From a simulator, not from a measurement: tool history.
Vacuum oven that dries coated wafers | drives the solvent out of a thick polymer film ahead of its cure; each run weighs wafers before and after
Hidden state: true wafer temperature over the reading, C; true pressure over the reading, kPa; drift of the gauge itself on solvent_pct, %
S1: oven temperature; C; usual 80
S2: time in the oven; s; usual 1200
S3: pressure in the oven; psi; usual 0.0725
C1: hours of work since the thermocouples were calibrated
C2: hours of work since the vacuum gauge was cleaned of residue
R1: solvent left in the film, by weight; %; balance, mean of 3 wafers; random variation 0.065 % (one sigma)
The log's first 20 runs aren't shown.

run 21 hour=476.8 | S1=80 S2=1020 S3=0.1066 | C1=217 C2=452 | R1=5.42
run 22 hour=507.9 | S1=89 S2=1200 S3=0.1437 | C1=235 C2=470 | R1=1.9
run 23 hour=524.4 | S1=89 S2=1200 S3=0.1437 | C1=245 C2=479 | R1=1.82
run 24 hour=549.4 | S1=89 S2=1200 S3=0.1437 | C1=259 C2=493 | R1=1.73
run 25 hour=575.7 | S1=90 S2=1260 S3=0.2844 | C1=274 C2=509 | R1=1.69
run 26 hour=603.7 | S1=90 S2=1260 S3=0.2844 | C1=290 C2=525 | R1=1.83
run 27 hour=629.5 | S1=72 S2=1260 S3=0.2438 | C1=305 C2=539 | R1=8.21
run 28 hour=657.5 | S1=81 S2=960 S3=0.1307 | C1=321 C2=555 | R1=5.48
run 29 hour=673.6 | S1=80 S2=1620 S3=0.0429 | C1=330 C2=565 | R1=2.83
run 30 hour=705.7 | S1=80 S2=1620 S3=0.0429 | C1=348 C2=583 | R1=2.9
run 31 hour=731.2 | S1=80 S2=1620 S3=0.0429 | C1=363 C2=597 | R1=2.82
run 32 hour=764 | S1=81 S2=1620 S3=0.2651 | C1=382 C2=616 | R1=3.51
run 33 hour=797.3 | S1=81 S2=1620 S3=0.2651 | C1=401 C2=635 | R1=3.52
run 34 hour=813.2 | S1=87 S2=1620 S3=0.122 | C1=410 C2=644 | R1=1.4
run 35 hour=828.4 | S1=88 S2=660 S3=0.0685 | C1=419 C2=653 | R1=4.61
run 36 hour=843.2 | S1=83 S2=1200 S3=0.1017 | C1=427 C2=662 | R1=3.5
run 37 hour=868.7 | S1=85 S2=1200 S3=0.0725 | C1=442 C2=676 | R1=2.77
run 38 hour=897.8 | S1=85 S2=1200 S3=0.0725 | C1=458 C2=693 | R1=2.88
run 39 hour=922.4 | S1=85 S2=1200 S3=0.0725 | C1=472 C2=707 | R1=2.84
run 40 hour=942.6 | S1=85 S2=1200 S3=0.0725 | C1=484 C2=719 | R1=2.78

Forecast each of these 4 alternatives for the next run:
run A hour=975.9 | S1=78 S2=1200 S3=0.0725 | C1=503 C2=738 | R1=?
run B hour=975.9 | S1=80 S2=1200 S3=0.0515 | C1=503 C2=738 | R1=?
run C hour=975.9 | S1=80 S2=840 S3=0.0725 | C1=503 C2=738 | R1=?
run D hour=975.9 | S1=75 S2=840 S3=0.1292 | C1=503 C2=738 | R1=?

run=A R1=5.51
run=B R1=4.67
run=C R1=6.51
run=D R1=8.75
Without the tool's hidden state the same runs would have given:
run=A R1=4.99
run=B R1=4.17
run=C R1=6.03
run=D R1=8.28

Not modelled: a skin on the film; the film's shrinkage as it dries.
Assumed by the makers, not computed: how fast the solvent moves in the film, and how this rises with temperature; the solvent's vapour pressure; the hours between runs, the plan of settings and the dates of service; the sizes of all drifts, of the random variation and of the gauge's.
